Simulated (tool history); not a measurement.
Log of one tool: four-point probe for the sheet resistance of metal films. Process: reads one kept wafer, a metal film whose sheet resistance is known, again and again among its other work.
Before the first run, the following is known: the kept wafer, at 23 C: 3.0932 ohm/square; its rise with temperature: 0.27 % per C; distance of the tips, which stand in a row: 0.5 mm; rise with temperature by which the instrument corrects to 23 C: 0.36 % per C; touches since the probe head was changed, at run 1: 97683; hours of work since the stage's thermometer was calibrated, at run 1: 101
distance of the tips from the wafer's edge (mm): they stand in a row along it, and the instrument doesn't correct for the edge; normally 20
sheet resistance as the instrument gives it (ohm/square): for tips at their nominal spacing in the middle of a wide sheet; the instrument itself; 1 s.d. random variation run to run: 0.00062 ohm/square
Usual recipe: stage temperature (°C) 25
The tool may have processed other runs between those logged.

run	day	stage temperature (°C)	distance of the tips from the wafer's edge (mm)	touches since the probe head was changed	hours of work since the stage's thermometer was calibrated	sheet resistance as the instrument gives it (ohm/square)
1	0	25	20	97683	101	3.10254
2	0.671	25	20	98400	109	3.102066
3	1.479	22	20	99263	120	3.110501
4	1.962	23	20	99780	126	3.108179
5	2.658	23	20	100525	135	3.108118
6	3.221	23	20	101127	143	3.109114
7	3.85	23	20	101802	151	3.108381
8	4.371	23	20	102359	158	3.109566
9	4.921	25	20	102946	165	3.102806
10	5.733	25	20	103814	175	3.104583
11	6.267	23	20	104386	182	3.109636
# day 6.604: new probe head fitted
12	6.821	23	20	230	189	3.105461
13	7.438	21	58	889	197	3.111983
14	8.025	21	15	1516	205	3.113871
15	8.417	26	5	1935	210	3.114455
16	9.054	23	20	2621	218	3.107736
17	9.7	35	20	3307	226	3.075269

What does the tool deliver on the next run?
18	10.321	31	30	3972	235	?

sheet resistance as the instrument gives it (ohm/square): 3.084493
With the hidden condition absent and the run-to-run variation left alone, this run would have shown sheet resistance as the instrument gives it (ohm/square) 3.071545.
